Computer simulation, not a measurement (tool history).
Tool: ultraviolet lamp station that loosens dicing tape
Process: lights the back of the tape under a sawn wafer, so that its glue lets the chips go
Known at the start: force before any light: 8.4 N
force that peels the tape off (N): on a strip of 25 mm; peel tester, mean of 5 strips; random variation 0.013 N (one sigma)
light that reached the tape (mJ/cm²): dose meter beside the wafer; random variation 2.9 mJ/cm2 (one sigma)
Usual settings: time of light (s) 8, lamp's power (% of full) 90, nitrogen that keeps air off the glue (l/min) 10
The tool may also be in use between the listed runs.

run	hour	time of light (s)	lamp's power (% of full)	nitrogen that keeps air off the glue (l/min)	force that peels the tape off (N)	light that reached the tape (mJ/cm²)
1	0.0	8	90	10	0.577	425
2	4.3	8	90	10	0.586	424
3	9.8	8	90	10	0.599	421
4	17.2	8	90	10	0.571	424
5	25.1	8	90	10	0.578	421
6	29.8	8	90	10	0.575	424
7	36.3	8	90	10	0.564	421
8	45.9	8	94	10	0.514	439
9	53.7	8	94	10	0.524	438
10	58.8	8	94	10	0.550	442
11	65.4	8	94	10	0.526	441
12	72.0	8	90	7	0.767	426
13	79.9	8	90	10	0.597	424

Run 14 comes next. What will it give?
14	86.7	8	90	10	?	?

{"run 14": {"force that peels the tape off (N)": 0.603, "light that reached the tape (mJ/cm²)": 425}}
Without the tool's hidden state the same run would have given force that peels the tape off (N) 0.602, light that reached the tape (mJ/cm²) 426.

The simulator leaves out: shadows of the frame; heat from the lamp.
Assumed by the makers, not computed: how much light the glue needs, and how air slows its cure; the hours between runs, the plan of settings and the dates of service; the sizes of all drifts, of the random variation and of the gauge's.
